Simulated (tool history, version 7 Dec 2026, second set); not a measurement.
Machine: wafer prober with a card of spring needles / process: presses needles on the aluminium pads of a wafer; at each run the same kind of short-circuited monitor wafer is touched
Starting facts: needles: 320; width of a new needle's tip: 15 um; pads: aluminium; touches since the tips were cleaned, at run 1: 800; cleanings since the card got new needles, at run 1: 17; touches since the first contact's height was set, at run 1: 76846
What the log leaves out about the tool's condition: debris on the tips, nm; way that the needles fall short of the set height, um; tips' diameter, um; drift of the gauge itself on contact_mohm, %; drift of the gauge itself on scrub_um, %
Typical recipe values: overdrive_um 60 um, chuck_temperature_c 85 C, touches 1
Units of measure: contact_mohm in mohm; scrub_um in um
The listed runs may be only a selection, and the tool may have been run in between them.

| run | hour | overdrive_um | chuck_temperature_c | touches | touches since the tips were cleaned | cleanings since the card got new needles | touches since the first contact's height was set | contact_mohm | scrub_um |
|---|---|---|---|---|---|---|---|---|---|
| 1 | 0.0 | 60 | 85 | 1 | 800 | 17 | 76846 | 244 | 14.84 |
|  | 11.9 | tips cleaned on abrasive film |
|  | 26.8 | tips cleaned on abrasive film |
|  | 38.7 | tips cleaned on abrasive film |
|  | 50.6 | tips cleaned on abrasive film |
| 2 | 55.4 | 67 | 85 | 1 | 1653 | 21 | 95735 | 256 | 16.45 |
|  | 64.3 | tips cleaned on abrasive film |
|  | 79.2 | tips cleaned on abrasive film |
|  | 94.0 | tips cleaned on abrasive film |
|  | 105.9 | tips cleaned on abrasive film |
| 3 | 115.3 | 67 | 85 | 1 | 3225 | 25 | 116198 | 279 | 16.60 |
|  | 118.4 | tips cleaned on abrasive film |
|  | 130.3 | tips cleaned on abrasive film |
|  | 145.1 | tips cleaned on abrasive film |
|  | 160.0 | tips cleaned on abrasive film |
|  | 174.8 | tips cleaned on abrasive film |
| 4 | 184.1 | 67 | 85 | 1 | 3188 | 30 | 139662 | 288 | 16.43 |
|  | 187.2 | tips cleaned on abrasive film |
|  | 199.1 | tips cleaned on abrasive film |
|  | 211.0 | tips cleaned on abrasive film |
|  | 222.9 | tips cleaned on abrasive film |
|  | 234.8 | tips cleaned on abrasive film |
|  | 249.7 | tips cleaned on abrasive film |
| 5 | 249.8 | 60 | 85 | 1 | 31 | 36 | 162005 | 206 | 14.33 |
|  | 261.6 | tips cleaned on abrasive film |
|  | 273.5 | tips cleaned on abrasive film |
|  | 285.4 | tips cleaned on abrasive film |
|  | 294.6 | height of the first contact set anew |
|  | 297.7 | tips cleaned on abrasive film |
|  | 312.5 | tips cleaned on abrasive film |
|  | 324.4 | tips cleaned on abrasive film |
| 6 | 335.5 | 60 | 85 | 1 | 3813 | 42 | 13953 | 322 | 15.21 |
|  | 338.6 | tips cleaned on abrasive film |
|  | 350.5 | tips cleaned on abrasive film |
|  | 365.3 | tips cleaned on abrasive film |
|  | 380.2 | tips cleaned on abrasive film |
| 7 | 382.2 | 60 | 85 | 1 | 708 | 46 | 29870 | 236 | 15.16 |
|  | 394.1 | tips cleaned on abrasive film |
|  | 409.0 | tips cleaned on abrasive film |
|  | 423.8 | tips cleaned on abrasive film |
|  | 438.7 | tips cleaned on abrasive film |
| 8 | 444.1 | 60 | 49 | 1 | 1839 | 50 | 50975 | 269 | 15.05 |
|  | 453.0 | tips cleaned on abrasive film |
|  | 464.9 | tips cleaned on abrasive film |
|  | 479.8 | tips cleaned on abrasive film |
|  | 491.7 | tips cleaned on abrasive film |
|  | 506.5 | tips cleaned on abrasive film |
|  | 518.4 | tips cleaned on abrasive film |
| 9 | 526.3 | 60 | 91 | 1 | 2687 | 56 | 79011 | 302 | 14.75 |
|  | 532.3 | tips cleaned on abrasive film |
|  | 544.2 | tips cleaned on abrasive film |
|  | 559.0 | tips cleaned on abrasive film |
|  | 570.9 | tips cleaned on abrasive film |
|  | 582.8 | tips cleaned on abrasive film |
|  | 594.7 | tips cleaned on abrasive film |
|  | 606.6 | tips cleaned on abrasive film |
| 10 | 606.7 | 60 | 91 | 1 | 6 | 63 | 106394 | 210 | 14.80 |
|  | 618.7 | tips cleaned on abrasive film |
|  | 633.6 | tips cleaned on abrasive film |
|  | 648.4 | tips cleaned on abrasive film |
|  | 663.3 | tips cleaned on abrasive film |
|  | 675.2 | tips cleaned on abrasive film |
|  | 689.4 | tips cleaned on abrasive film |
| 11 | 689.4 | 59 | 66 | 2 | 0 | 69 | 134609 | 208 | 14.38 |
|  | 704.2 | tips cleaned on abrasive film |
|  | 719.1 | tips cleaned on abrasive film |
|  | 731.0 | tips cleaned on abrasive film |
|  | 742.9 | tips cleaned on abrasive film |
| 12 | 754.5 | 45 | 85 | 1 | 3978 | 73 | 156838 | 462 | 10.67 |
|  | 757.5 | tips cleaned on abrasive film |
|  | 769.4 | tips cleaned on abrasive film |
|  | 781.3 | tips cleaned on abrasive film |
|  | 793.2 | tips cleaned on abrasive film |
| 13 | 797.4 | 45 | 85 | 1 | 1439 | 77 | 171458 | 329 | 10.49 |
|  | 806.4 | tips cleaned on abrasive film |
|  | 812.6 | height of the first contact set anew |
|  | 818.6 | tips cleaned on abrasive film |
|  | 833.4 | tips cleaned on abrasive film |
| 14 | 833.5 | 45 | 85 | 1 | 20 | 80 | 7117 | 226 | 11.44 |
|  | 848.3 | tips cleaned on abrasive film |
|  | 863.1 | tips cleaned on abrasive film |
|  | 878.0 | tips cleaned on abrasive film |
|  | 889.9 | tips cleaned on abrasive film |
|  | 901.8 | tips cleaned on abrasive film |
| 15 | 904.1 | 46 | 114 | 1 | 780 | 85 | 31190 | 272 | 11.61 |
|  | 916.0 | tips cleaned on abrasive film |
|  | 927.9 | tips cleaned on abrasive film |
|  | 939.8 | tips cleaned on abrasive film |
|  | 954.6 | tips cleaned on abrasive film |
|  | 966.5 | tips cleaned on abrasive film |
| 16 | 969.7 | 46 | 114 | 1 | 1098 | 90 | 53581 | 298 | 11.35 |
|  | 978.7 | tips cleaned on abrasive film |
|  | 993.5 | tips cleaned on abrasive film |
|  | 1005.4 | tips cleaned on abrasive film |
|  | 1017.3 | tips cleaned on abrasive film |
| 17 | 1021.4 | 46 | 114 | 1 | 1414 | 94 | 71211 | 336 | 11.33 |
|  | 1030.4 | tips cleaned on abrasive film |
|  | 1042.3 | tips cleaned on abrasive film |
|  | 1054.2 | tips cleaned on abrasive film |
|  | 1066.1 | tips cleaned on abrasive film |
|  | 1078.0 | tips cleaned on abrasive film |
| 18 | 1087.7 | 46 | 114 | 1 | 3345 | 99 | 93821 | 444 | 11.21 |

What if the next run were any one of these 4? Each begins from the tool's condition after run 18:
|  | 1090.8 | tips cleaned on abrasive film |
|  | 1105.7 | tips cleaned on abrasive film |
|  | 1120.5 | tips cleaned on abrasive film |
|  | 1132.4 | tips cleaned on abrasive film |
|  | 1144.3 | tips cleaned on abrasive film |
| A | 1150.3 | 60 | 74 | 1 | 2069 | 104 | 115158 | ? | ? |
|  | 1090.8 | tips cleaned on abrasive film |
|  | 1105.7 | tips cleaned on abrasive film |
|  | 1120.5 | tips cleaned on abrasive film |
|  | 1132.4 | tips cleaned on abrasive film |
|  | 1144.3 | tips cleaned on abrasive film |
| B | 1150.3 | 45 | 114 | 1 | 2069 | 104 | 115158 | ? | ? |
|  | 1090.8 | tips cleaned on abrasive film |
|  | 1105.7 | tips cleaned on abrasive film |
|  | 1120.5 | tips cleaned on abrasive film |
|  | 1132.4 | tips cleaned on abrasive film |
|  | 1144.3 | tips cleaned on abrasive film |
| C | 1150.3 | 46 | 78 | 1 | 2069 | 104 | 115158 | ? | ? |
|  | 1090.8 | tips cleaned on abrasive film |
|  | 1105.7 | tips cleaned on abrasive film |
|  | 1120.5 | tips cleaned on abrasive film |
|  | 1132.4 | tips cleaned on abrasive film |
|  | 1144.3 | tips cleaned on abrasive film |
| D | 1150.3 | 44 | 114 | 1 | 2069 | 104 | 115158 | ? | ? |

| run | contact_mohm | scrub_um |
|---|---|---|
| A | 298 | 14.58 |
| B | 370 | 10.79 |
| C | 368 | 11.26 |
| D | 381 | 10.55 |
Had the tool no hidden state, the same runs would have come out as:
| run | contact_mohm | scrub_um |
|---|---|---|
| A | 195 | 15.20 |
| B | 206 | 11.40 |
| C | 200 | 11.88 |
| D | 207 | 11.16 |
